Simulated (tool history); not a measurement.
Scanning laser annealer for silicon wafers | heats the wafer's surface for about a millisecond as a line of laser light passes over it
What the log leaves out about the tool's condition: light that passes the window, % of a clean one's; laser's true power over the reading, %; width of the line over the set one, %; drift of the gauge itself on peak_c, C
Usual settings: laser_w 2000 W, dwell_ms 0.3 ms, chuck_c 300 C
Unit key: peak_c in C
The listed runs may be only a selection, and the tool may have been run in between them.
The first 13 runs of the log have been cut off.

run,hour,laser_w,dwell_ms,chuck_c,hours of work since the window was cleaned,hours of work since the power meter was calibrated,hours of work since the optics were aligned,peak_c
14,472.9,2000,0.3,300,364,507,622,1059
15,513.9,2000,0.3,300,388,532,647,1058
16,556.8,2000,0.3,300,413,557,672,1062
17,592.6,2000,0.3,270,434,578,693,1027
18,628.6,2000,0.3,270,456,599,714,1030
19,652.8,2000,0.3,270,470,614,729,1033
# hour 676: window over the wafer cleaned
20,676,2000,0.3,270,0,626,741,1029
21,707.9,2000,0.358,300,19,645,760,1132
22,731.4,2000,0.235,269,33,659,774,934
23,779,2182,0.225,294,61,687,802,1004

Run 24 has not been measured yet. What should we expect?
24,802.7,2182,0.354,272,75,701,816,?

peak_c: 1170 C
If the tool had no hidden condition, the same run with the same run-to-run variation would have returned peak_c 1171 C.
